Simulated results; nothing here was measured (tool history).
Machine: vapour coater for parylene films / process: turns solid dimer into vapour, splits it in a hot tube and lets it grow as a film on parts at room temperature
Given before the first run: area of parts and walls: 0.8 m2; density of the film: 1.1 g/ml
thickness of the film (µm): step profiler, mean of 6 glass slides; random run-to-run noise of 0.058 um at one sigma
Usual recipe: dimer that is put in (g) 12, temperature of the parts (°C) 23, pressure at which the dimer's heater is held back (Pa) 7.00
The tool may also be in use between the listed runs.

run     day  dimer that is put in (g)  temperature of the parts (°C)  pressure at which the dimer's heater is held back (Pa)  thickness of the film (µm)
  1   0.000                        12                             23                                                    7.00                        6.69
  2   1.317                        12                             23                                                    7.00                        6.67
  3   4.108                        12                             23                                                    7.00                        6.75
  4   5.817                        12                             23                                                    7.00                        6.69
  5   7.812                        12                             23                                                    7.00                        6.88
  6   9.296                        12                             23                                                    7.00                        6.74
     10.708  -- trap's valve overhauled
  7  11.583                         9                             23                                                    7.00                        5.07
  8  14.088                        12                             23                                                    7.00                        6.72
  9  15.683                        12                             23                                                    7.00                        6.77
 10  17.062                        12                             27                                                    7.00                        6.06
 11  18.542                        12                             27                                                    7.00                        6.12
 12  20.150                        12                             20                                                    7.00                        7.24
 13  21.458                        12                             20                                                    7.00                        7.18
 14  24.125                        12                             20                                                    7.00                        7.30
 15  26.871                        12                             20                                                    7.00                        7.24
 16  28.750                        12                             20                                                    7.00                        7.24
 17  30.746                        12                             20                                                    7.00                        7.08
 18  32.808                        12                             18                                                    7.00                        7.60
 19  34.896                        12                             23                                                    7.00                        6.69
     35.383  -- trap's valve overhauled
 20  37.467                        12                             23                                                    7.00                        6.74
 21  40.254                        12                             23                                                    7.00                        6.79
 22  42.512                        12                             23                                                    7.00                        6.74
 23  44.404                        12                             23                                                    7.00                        6.74
 24  45.871                        12                             23                                                    7.00                        6.77
 25  47.012                        22                             34                                                    4.24                       10.48
 26  48.417                         6                             34                                                    4.24                        2.81
 27  50.912                         6                             32                                                    4.24                        2.98
 28  53.725                        19                             32                                                    4.79                        9.12
 29  55.150                        19                             32                                                    4.79                        9.17
 30  56.312                         8                             27                                                   10.45                        3.83
 31  58.133                        17                             31                                                    5.22                        8.29
     59.971  -- trap's valve overhauled
 32  61.104                         6                             31                                                    7.29                        2.71
 33  62.383                         6                             31                                                    7.29                        2.86
 34  64.338                         7                             23                                                    7.00                        3.94
 35  65.933                        16                             23                                                    2.69                       10.52
 36  68.642                        16                             23                                                    2.69                       10.37
 37  71.225                        12                             23                                                    3.71                        7.38
 38  73.612                        14                             23                                                    3.50                        8.75
 39  74.946                         9                             18                                                    3.50                        6.39
 40  76.900                         9                             18                                                    3.50                        6.28
 41  79.679                         6                             16                                                    5.63                        4.07
 42  80.917                        10                             29                                                    6.31                        4.96
 43  83.575                        19                             23                                                    7.00                       10.47
     84.529  -- trap's valve overhauled
 44  85.300                        19                             23                                                    7.00                       10.71
 45  86.975                        19                             23                                                    7.00                       10.59
 46  88.358                         5                             17                                                    3.72                        3.59
 47  91.083                         5                             17                                                    3.72                        3.57

4 options for the next run, each taken on its own from the tool as it stands now. Forecast them:
  A  93.133                         6                             27                                                    3.02                           ?
  B  93.133                        12                             24                                                   11.94                           ?
  C  93.133                         9                             29                                                   11.40                           ?
  D  93.133                         6                             26                                                   11.74                           ?

run  thickness of the film (µm)
  A                        3.54
  B                        6.04
  C                        4.11
  D                        2.93
With no hidden state in the tool, these same runs would have given:
run  thickness of the film (µm)
  A                        3.55
  B                        6.06
  C                        4.12
  D                        2.94

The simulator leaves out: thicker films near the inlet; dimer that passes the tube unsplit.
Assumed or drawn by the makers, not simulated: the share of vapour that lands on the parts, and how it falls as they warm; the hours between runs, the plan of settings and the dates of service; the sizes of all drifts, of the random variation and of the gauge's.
